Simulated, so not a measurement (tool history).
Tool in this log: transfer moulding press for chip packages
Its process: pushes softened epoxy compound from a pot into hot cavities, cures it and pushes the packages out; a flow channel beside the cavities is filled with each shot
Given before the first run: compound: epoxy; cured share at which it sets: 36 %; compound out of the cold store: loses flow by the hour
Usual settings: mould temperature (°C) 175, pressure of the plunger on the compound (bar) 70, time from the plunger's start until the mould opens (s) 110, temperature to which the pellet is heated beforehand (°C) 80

run	hour	mould temperature (°C)	pressure of the plunger on the compound (bar)	time from the plunger's start until the mould opens (s)	temperature to which the pellet is heated beforehand (°C)	incoming compound's hours out of the cold store	length that the compound runs in the flow channel (mm)	greatest force on the pins that push the packages out (N)
1	0	175	70	110	80	42.3	560	1038
# hour 11.3: cavities cleaned with cleaning compound and waxed
2	52.2	175	70	110	80	20.3	578	933
# hour 89: plunger's sealing rings changed
# hour 111.2: cavities cleaned with cleaning compound and waxed
3	119.6	175	70	110	80	16.8	631	646
4	152.9	175	70	110	80	26.4	610	906
# hour 168: mould's thermocouples calibrated
# hour 207.9: cavities cleaned with cleaning compound and waxed
5	207.9	175	70	110	80	44.9	580	506
6	252.9	175	70	110	80	43.1	577	965
# hour 305.7: cavities cleaned with cleaning compound and waxed
7	311.9	175	70	110	80	31.4	588	634
8	355.6	175	70	110	80	14.9	596	1011
# hour 403.8: cavities cleaned with cleaning compound and waxed
9	426.3	170	67.8	102	80	26.9	578	1419
10	465.5	170	70	110	80	34.8	570	1528
# hour 498.3: cavities cleaned with cleaning compound and waxed
# hour 505.4: plunger's sealing rings changed
11	516	170	70	110	80	35.5	624	1059
12	586	175	64.8	119	71	13.6	601	961

What if the next run were any one of these 3? Each begins from the tool's condition after run 12:
# hour 595.3: cavities cleaned with cleaning compound and waxed
A	655.3	175	70	111	80	27.6	?	?
# hour 595.3: cavities cleaned with cleaning compound and waxed
B	655.3	175	64.8	147	88	18.7	?	?
# hour 595.3: cavities cleaned with cleaning compound and waxed
C	655.3	175	66.1	143	74	36.4	?	?

run	length that the compound runs in the flow channel (mm)	greatest force on the pins that push the packages out (N)
A	597	1017
B	589	695
C	571	738
What these runs would have given with no unlogged condition in the tool:
run	length that the compound runs in the flow channel (mm)	greatest force on the pins that push the packages out (N)
A	621	535
B	612	351
C	594	375

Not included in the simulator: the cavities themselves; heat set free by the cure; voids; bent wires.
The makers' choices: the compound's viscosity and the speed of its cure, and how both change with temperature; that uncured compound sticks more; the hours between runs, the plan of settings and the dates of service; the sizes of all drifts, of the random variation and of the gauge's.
